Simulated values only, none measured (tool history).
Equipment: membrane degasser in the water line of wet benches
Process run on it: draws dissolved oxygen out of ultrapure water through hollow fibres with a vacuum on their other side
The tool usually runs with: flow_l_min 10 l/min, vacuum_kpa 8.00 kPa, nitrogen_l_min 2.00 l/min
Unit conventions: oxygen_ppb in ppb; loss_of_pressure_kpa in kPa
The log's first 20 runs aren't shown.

run,day,flow_l_min,vacuum_kpa,nitrogen_l_min,oxygen_ppb,loss_of_pressure_kpa
21,122.700,9,8.50,2.28,51.4,50.90
22,127.625,13,8.50,2.28,85.4,73.11
23,134.771,7,6.04,2.54,19.8,39.53
24,138.750,14,6.04,2.54,54.3,78.37
25,145.383,14,19.87,1.05,496.7,78.46
26,149.954,7,16.13,3.23,69.5,39.67
27,157.442,12,8.49,1.03,149.4,67.61
28,164.025,7,7.82,0.93,85.3,39.24
29,167.404,7,7.82,0.93,84.9,39.18
30,172.483,8,8.00,2.00,47.5,45.18
31,176.179,9,8.00,1.65,65.6,50.25
32,183.529,10,10.49,2.12,85.5,56.16

Each row is a separate what-if for the run after 32, all from the same tool condition, not one after another. Results?
A,186.938,13,7.48,2.04,?,?
B,186.938,6,9.34,4.66,?,?
C,186.938,7,15.35,0.82,?,?
D,186.938,6,5.32,3.58,?,?

run,oxygen_ppb,loss_of_pressure_kpa
A,78.2,73.22
B,19.7,33.36
C,244.2,39.67
D,9.1,33.70
Take away the tool's hidden state, keep each run's random variation, and the runs would have read:
run,oxygen_ppb,loss_of_pressure_kpa
A,78.1,73.16
B,19.7,33.34
C,243.8,39.64
D,9.1,33.67

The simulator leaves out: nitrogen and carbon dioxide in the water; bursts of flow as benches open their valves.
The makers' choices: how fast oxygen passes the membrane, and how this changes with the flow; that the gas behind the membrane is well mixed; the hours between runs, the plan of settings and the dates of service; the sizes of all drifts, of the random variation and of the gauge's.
